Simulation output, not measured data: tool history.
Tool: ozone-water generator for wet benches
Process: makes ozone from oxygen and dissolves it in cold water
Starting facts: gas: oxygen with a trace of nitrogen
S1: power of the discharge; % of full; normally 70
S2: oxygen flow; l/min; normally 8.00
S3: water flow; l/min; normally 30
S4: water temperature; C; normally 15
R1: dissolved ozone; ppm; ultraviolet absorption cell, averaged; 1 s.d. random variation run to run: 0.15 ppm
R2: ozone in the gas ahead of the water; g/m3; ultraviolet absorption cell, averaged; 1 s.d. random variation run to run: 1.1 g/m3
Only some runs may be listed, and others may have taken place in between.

| run | hour | S1 | S2 | S3 | S4 | R1 | R2 |
|---|---|---|---|---|---|---|---|
| 1 | 0.0 | 70 | 8.00 | 30 | 15 | 18.3 | 198.8 |
| 2 | 60.0 | 70 | 8.00 | 30 | 15 | 18.3 | 198.1 |
| 3 | 100.7 | 70 | 8.00 | 30 | 15 | 18.5 | 199.2 |
| 4 | 182.5 | 70 | 8.00 | 30 | 15 | 18.1 | 199.8 |
| 5 | 260.3 | 70 | 8.00 | 30 | 15 | 18.4 | 196.9 |
| 6 | 300.7 | 70 | 8.00 | 30 | 19 | 17.4 | 199.9 |
| 7 | 359.0 | 70 | 8.00 | 30 | 19 | 17.5 | 201.2 |
| 8 | 431.8 | 70 | 8.00 | 30 | 19 | 17.4 | 199.5 |
| 9 | 489.6 | 70 | 8.00 | 30 | 19 | 17.4 | 201.7 |
| 10 | 578.9 | 70 | 8.00 | 30 | 19 | 17.5 | 203.3 |
| 11 | 660.0 | 70 | 8.00 | 30 | 19 | 17.2 | 200.5 |
| 12 | 741.2 | 70 | 8.00 | 30 | 19 | 17.7 | 203.5 |
| 13 | 823.4 | 70 | 8.00 | 18 | 15 | 26.2 | 202.7 |
|  | 856.5 | contactor cleaned |
| 14 | 875.3 | 70 | 6.26 | 30 | 15 | 17.9 | 227.2 |
| 15 | 959.9 | 70 | 6.26 | 30 | 15 | 18.0 | 230.5 |
| 16 | 1014.4 | 70 | 6.26 | 19 | 15 | 25.1 | 229.1 |
| 17 | 1100.2 | 70 | 8.00 | 30 | 15 | 18.6 | 204.0 |
|  | 1127.3 | gauge calibrated |
| 18 | 1172.1 | 70 | 8.00 | 30 | 15 | 18.0 | 199.3 |
| 19 | 1252.0 | 98 | 8.00 | 30 | 15 | 23.7 | 259.5 |
| 20 | 1347.0 | 98 | 8.00 | 30 | 15 | 24.0 | 259.9 |
| 21 | 1411.9 | 89 | 8.00 | 48 | 15 | 15.0 | 240.4 |
| 22 | 1486.3 | 67 | 8.00 | 30 | 15 | 17.9 | 193.9 |
| 23 | 1561.0 | 58 | 8.11 | 34 | 7 | 15.4 | 170.5 |
| 24 | 1622.0 | 58 | 8.11 | 34 | 7 | 16.0 | 172.8 |
| 25 | 1667.8 | 58 | 8.11 | 34 | 7 | 16.1 | 172.5 |
| 26 | 1711.1 | 70 | 8.00 | 30 | 20 | 17.2 | 202.3 |
| 27 | 1759.9 | 70 | 8.00 | 30 | 20 | 17.1 | 201.4 |
| 28 | 1801.3 | 65 | 8.00 | 30 | 20 | 16.3 | 190.9 |
| 29 | 1872.0 | 65 | 6.82 | 44 | 20 | 11.7 | 206.7 |
| 30 | 1955.6 | 65 | 6.82 | 44 | 20 | 11.7 | 206.5 |
| 31 | 2038.6 | 42 | 6.82 | 20 | 7 | 18.3 | 147.5 |
| 32 | 2084.6 | 42 | 10.33 | 20 | 7 | 18.6 | 120.7 |
| 33 | 2160.2 | 42 | 10.33 | 20 | 7 | 18.9 | 121.1 |
| 34 | 2223.0 | 55 | 9.58 | 21 | 19 | 18.1 | 152.7 |

What if the next run were any one of these 3? Each begins from the tool's condition after run 34:
| A | 2312.4 | 45 | 9.58 | 21 | 19 | ? | ? |
| B | 2312.4 | 45 | 4.37 | 30 | 11 | ? | ? |
| C | 2312.4 | 70 | 8.00 | 30 | 17 | ? | ? |

| run | R1 | R2 |
|---|---|---|
| A | 15.3 | 134.3 |
| B | 12.1 | 193.3 |
| C | 18.1 | 205.2 |
What these runs would have given with no unlogged condition in the tool:
| run | R1 | R2 |
|---|---|---|
| A | 15.4 | 130.6 |
| B | 12.2 | 187.9 |
| C | 18.1 | 199.6 |
